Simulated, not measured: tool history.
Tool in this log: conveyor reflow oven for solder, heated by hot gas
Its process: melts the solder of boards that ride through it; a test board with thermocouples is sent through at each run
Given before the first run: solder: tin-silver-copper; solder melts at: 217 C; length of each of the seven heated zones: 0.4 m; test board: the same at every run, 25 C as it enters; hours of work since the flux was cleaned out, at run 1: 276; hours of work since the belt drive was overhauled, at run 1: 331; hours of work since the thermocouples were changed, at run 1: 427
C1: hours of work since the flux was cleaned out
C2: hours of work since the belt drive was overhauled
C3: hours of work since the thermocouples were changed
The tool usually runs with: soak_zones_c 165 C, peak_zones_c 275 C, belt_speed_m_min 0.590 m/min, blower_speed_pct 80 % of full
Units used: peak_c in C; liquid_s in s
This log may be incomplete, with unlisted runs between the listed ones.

run 1 day=0.000 | soak_zones_c=165 peak_zones_c=275 belt_speed_m_min=0.590 blower_speed_pct=80 | C1=276 C2=331 C3=427 | peak_c=259.2 liquid_s=63.5
run 2 day=1.375 | soak_zones_c=165 peak_zones_c=275 belt_speed_m_min=0.590 blower_speed_pct=80 | C1=292 C2=346 C3=442 | peak_c=259.4 liquid_s=63.4
run 3 day=2.792 | soak_zones_c=165 peak_zones_c=275 belt_speed_m_min=0.590 blower_speed_pct=67 | C1=307 C2=362 C3=458 | peak_c=255.9 liquid_s=60.7
run 4 day=3.950 | soak_zones_c=165 peak_zones_c=275 belt_speed_m_min=0.590 blower_speed_pct=67 | C1=320 C2=375 C3=471 | peak_c=255.9 liquid_s=60.3
-- day=4.725 flux residue cleaned out of gas plates and filters
run 5 day=5.300 | soak_zones_c=165 peak_zones_c=275 belt_speed_m_min=0.590 blower_speed_pct=67 | C1=6 C2=388 C3=484 | peak_c=254.6 liquid_s=59.3
run 6 day=6.467 | soak_zones_c=164 peak_zones_c=275 belt_speed_m_min=0.538 blower_speed_pct=67 | C1=20 C2=401 C3=497 | peak_c=257.7 liquid_s=68.0
run 7 day=7.896 | soak_zones_c=165 peak_zones_c=282 belt_speed_m_min=0.475 blower_speed_pct=56 | C1=36 C2=417 C3=513 | peak_c=266.3 liquid_s=84.3
run 8 day=8.829 | soak_zones_c=165 peak_zones_c=275 belt_speed_m_min=0.557 blower_speed_pct=68 | C1=46 C2=427 C3=523 | peak_c=256.7 liquid_s=65.1
run 9 day=10.379 | soak_zones_c=172 peak_zones_c=275 belt_speed_m_min=0.627 blower_speed_pct=54 | C1=63 C2=445 C3=541 | peak_c=249.9 liquid_s=53.0
run 10 day=11.421 | soak_zones_c=178 peak_zones_c=265 belt_speed_m_min=0.498 blower_speed_pct=64 | C1=75 C2=456 C3=552 | peak_c=252.5 liquid_s=75.7

Here are 5 independent what-if runs from the current tool condition. What would each one return?
run A day=12.733 | soak_zones_c=178 peak_zones_c=268 belt_speed_m_min=0.498 blower_speed_pct=64 | C1=90 C2=471 C3=567 | peak_c=? liquid_s=?
run B day=12.733 | soak_zones_c=165 peak_zones_c=275 belt_speed_m_min=0.481 blower_speed_pct=80 | C1=90 C2=471 C3=567 | peak_c=? liquid_s=?
run C day=12.733 | soak_zones_c=158 peak_zones_c=271 belt_speed_m_min=0.503 blower_speed_pct=64 | C1=90 C2=471 C3=567 | peak_c=? liquid_s=?
run D day=12.733 | soak_zones_c=178 peak_zones_c=275 belt_speed_m_min=0.586 blower_speed_pct=73 | C1=90 C2=471 C3=567 | peak_c=? liquid_s=?
run E day=12.733 | soak_zones_c=158 peak_zones_c=265 belt_speed_m_min=0.648 blower_speed_pct=64 | C1=90 C2=471 C3=567 | peak_c=? liquid_s=?

run=A peak_c=255.3 liquid_s=77.8
run=B peak_c=263.0 liquid_s=82.6
run=C peak_c=254.6 liquid_s=68.2
run=D peak_c=258.2 liquid_s=67.5
run=E peak_c=239.4 liquid_s=37.1
Without the tool's unlogged condition, the same runs would have read:
run=A peak_c=258.3 liquid_s=80.4
run=B peak_c=266.5 liquid_s=85.2
run=C peak_c=258.2 liquid_s=71.8
run=D peak_c=262.1 liquid_s=70.1
run=E peak_c=244.0 liquid_s=42.5
